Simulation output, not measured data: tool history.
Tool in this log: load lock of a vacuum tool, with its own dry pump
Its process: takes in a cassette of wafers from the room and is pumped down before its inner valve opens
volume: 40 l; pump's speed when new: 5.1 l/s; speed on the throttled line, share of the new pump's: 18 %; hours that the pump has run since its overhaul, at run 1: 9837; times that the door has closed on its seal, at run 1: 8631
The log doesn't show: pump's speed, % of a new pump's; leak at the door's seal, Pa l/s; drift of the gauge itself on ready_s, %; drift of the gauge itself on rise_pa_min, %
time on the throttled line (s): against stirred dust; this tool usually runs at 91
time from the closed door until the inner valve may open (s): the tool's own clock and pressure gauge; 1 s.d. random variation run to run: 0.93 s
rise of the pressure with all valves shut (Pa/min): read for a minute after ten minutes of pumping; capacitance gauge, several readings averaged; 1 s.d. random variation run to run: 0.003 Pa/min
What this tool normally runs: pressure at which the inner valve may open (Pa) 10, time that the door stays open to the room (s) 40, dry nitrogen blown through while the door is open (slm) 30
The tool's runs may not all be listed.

| run | day | time on the throttled line (s) | pressure at which the inner valve may open (Pa) | time that the door stays open to the room (s) | dry nitrogen blown through while the door is open (slm) | hours that the pump has run since its overhaul | times that the door has closed on its seal | incoming humidity of the room's air, % | time from the closed door until the inner valve may open (s) | rise of the pressure with all valves shut (Pa/min) |
|---|---|---|---|---|---|---|---|---|---|---|
| 1 | 0 | 91 | 10 | 40 | 30 | 9837 | 8631 | 45.4 | 156.6 | 0.036 |
| 2 | 10.221 | 91 | 10 | 40 | 30 | 10082 | 9181 | 46.6 | 158.3 | 0.037 |
| 3 | 23.329 | 91 | 10 | 40 | 30 | 10397 | 9887 | 42.5 | 156.7 | 0.037 |
| 4 | 37.125 | 91 | 10 | 40 | 30 | 10728 | 10630 | 45.8 | 157.1 | 0.043 |
| 5 | 47.4 | 91 | 15 | 40 | 30 | 10974 | 11184 | 43.5 | 155.9 | 0.043 |
| 6 | 54.292 | 91 | 15 | 40 | 30 | 11140 | 11555 | 44.9 | 155.6 | 0.051 |
| 7 | 61.108 | 91 | 15 | 40 | 30 | 11303 | 11922 | 46.9 | 156.4 | 0.049 |
| 8 | 68.4 | 91 | 10 | 40 | 30 | 11479 | 12315 | 45.4 | 158.7 | 0.055 |
| 9 | 75.788 | 91 | 10 | 48 | 30 | 11656 | 12713 | 49 | 159.2 | 0.055 |
| 10 | 84.608 | 91 | 10 | 48 | 30 | 11867 | 13188 | 45.8 | 160.6 | 0.055 |
| 11 | 97.504 | 91 | 10 | 48 | 30 | 12177 | 13882 | 46.5 | 160.5 | 0.054 |
| 12 | 105.467 | 91 | 10 | 40 | 30 | 12368 | 14311 | 45.6 | 160 | 0.054 |
|  | 111.612 | dry pump taken out, an overhauled one fitted |
| 13 | 117.6 | 91 | 10 | 40 | 30 | 144 | 14951 | 47 | 146 | 0.056 |
| 14 | 124.825 | 91 | 10 | 40 | 30 | 317 | 15341 | 46.7 | 146.5 | 0.062 |
| 15 | 133.608 | 91 | 10 | 40 | 30 | 528 | 15814 | 40.5 | 146.8 | 0.058 |
| 16 | 142.067 | 91 | 10 | 40 | 30 | 731 | 16269 | 42.3 | 147.2 | 0.065 |
| 17 | 156.767 | 91 | 10 | 40 | 30 | 1084 | 17061 | 46.8 | 148.3 | 0.069 |
| 18 | 168.712 | 91 | 10 | 40 | 30 | 1370 | 17704 | 46.7 | 148.8 | 0.073 |
| 19 | 179.533 | 91 | 10 | 40 | 30 | 1630 | 18287 | 41.4 | 147.9 | 0.069 |
| 20 | 195.817 | 48 | 11 | 40 | 6 | 2021 | 19164 | 43.5 | 113.4 | 0.083 |
| 21 | 210.4 | 106 | 17 | 109 | 6 | 2371 | 19950 | 43.3 | 157.1 | 0.114 |
| 22 | 217.904 | 91 | 9 | 47 | 30 | 2551 | 20354 | 44.1 | 150.1 | 0.083 |
| 23 | 228.346 | 91 | 9 | 47 | 30 | 2802 | 20916 | 45.5 | 149.4 | 0.082 |
| 24 | 236.421 | 50 | 9 | 25 | 35 | 2995 | 21351 | 44.3 | 118.6 | 0.08 |
| 25 | 246.704 | 113 | 10 | 99 | 30 | 3242 | 21905 | 46.4 | 168 | 0.098 |
| 26 | 262.504 | 91 | 10 | 88 | 30 | 3621 | 22756 | 44.7 | 150.5 | 0.109 |
| 27 | 277.633 | 134 | 18 | 217 | 18 | 3984 | 23571 | 40 | 180.7 | 0.135 |
| 28 | 291.917 | 134 | 18 | 217 | 18 | 4327 | 24340 | 46.9 | 182.1 | 0.147 |
| 29 | 301.967 | 134 | 12 | 217 | 18 | 4568 | 24882 | 48.4 | 185.4 | 0.153 |
| 30 | 311.062 | 75 | 10 | 91 | 30 | 4787 | 25372 | 46.1 | 139.9 | 0.119 |
| 31 | 319.75 | 166 | 14 | 38 | 9 | 4995 | 25840 | 42.6 | 206.5 | 0.118 |
| 32 | 331.883 | 166 | 14 | 38 | 9 | 5286 | 26493 | 44.4 | 208.9 | 0.124 |
| 33 | 348.129 | 92 | 14 | 38 | 20 | 5676 | 27368 | 39.3 | 151.7 | 0.125 |
| 34 | 364.383 | 83 | 11 | 40 | 30 | 6066 | 28244 | 45.8 | 148.3 | 0.122 |
| 35 | 378.767 | 83 | 11 | 40 | 30 | 6412 | 29018 | 46 | 147.8 | 0.123 |
| 36 | 394.467 | 83 | 11 | 40 | 30 | 6789 | 29864 | 46.2 | 147.1 | 0.133 |
| 37 | 403.183 | 77 | 10 | 100 | 39 | 6998 | 30333 | 46.7 | 143.2 | 0.145 |
| 38 | 411.146 | 59 | 10 | 40 | 18 | 7189 | 30762 | 43.9 | 131.3 | 0.147 |

Below are 3 alternative next runs, each starting from the tool's condition after run 38. Predict each:
| A | 421.704 | 101 | 18 | 40 | 23 | 7442 | 31331 | 46.5 | ? | ? |
| B | 421.704 | 123 | 20 | 40 | 10 | 7442 | 31331 | 45.7 | ? | ? |
| C | 421.704 | 59 | 20 | 80 | 30 | 7442 | 31331 | 45.9 | ? | ? |

| run | time from the closed door until the inner valve may open (s) | rise of the pressure with all valves shut (Pa/min) |
|---|---|---|
| A | 159 | 0.144 |
| B | 174.7 | 0.144 |
| C | 125.1 | 0.144 |
Without the tool's hidden state the same runs would have given:
| run | time from the closed door until the inner valve may open (s) | rise of the pressure with all valves shut (Pa/min) |
|---|---|---|
| A | 150.2 | 0.018 |
| B | 166.9 | 0.017 |
| C | 115.2 | 0.018 |
